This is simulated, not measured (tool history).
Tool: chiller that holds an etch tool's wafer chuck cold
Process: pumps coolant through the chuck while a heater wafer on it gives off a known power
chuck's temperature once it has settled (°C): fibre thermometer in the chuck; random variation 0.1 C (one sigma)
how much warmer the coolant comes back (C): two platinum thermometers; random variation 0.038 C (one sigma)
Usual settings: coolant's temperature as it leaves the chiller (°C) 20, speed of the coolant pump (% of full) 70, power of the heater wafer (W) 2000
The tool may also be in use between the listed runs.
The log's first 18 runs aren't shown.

run	hour	coolant's temperature as it leaves the chiller (°C)	speed of the coolant pump (% of full)	power of the heater wafer (W)	chuck's temperature once it has settled (°C)	how much warmer the coolant comes back (C)
19	3058.9	23	95	1319	36.3	4.55
20	3204.3	28	82	1191	41.9	4.82
# hour 3220.9: coolant pump overhauled
21	3332.4	27	62	2601	70.4	15.74
22	3486.2	26	70	1292	45.4	6.91
23	3593.5	10	96	1292	24.5	4.97
24	3678.2	10	96	1292	24.7	4.95
25	3852.7	14	78	2352	46.5	11.41
26	4019.4	20	68	2459	58.7	13.69
27	4120.9	20	68	2459	58.6	13.80
28	4290.2	19	68	2459	58.1	13.80
# hour 4456.0: coolant pump overhauled, once more
29	4498.0	20	70	1189	34.2	4.81
# hour 4590.0: coolant changed, channels flushed
30	4601.3	14	62	2670	46.2	12.28
31	4772.3	26	70	1730	45.0	7.03
32	4967.5	20	82	2079	39.8	7.21

Forecast each of these 3 alternatives for the next run:
A	5076.5	18	77	1190	?	?
B	5076.5	20	97	2000	?	?
C	5076.5	24	71	1757	?	?

run	chuck's temperature once it has settled (°C)	how much warmer the coolant comes back (C)
A	30.1	4.44
B	36.3	5.80
C	43.2	7.08
Without the tool's hidden state the same runs would have given:
run	chuck's temperature once it has settled (°C)	how much warmer the coolant comes back (C)
A	29.4	4.37
B	35.5	5.70
C	42.4	6.95
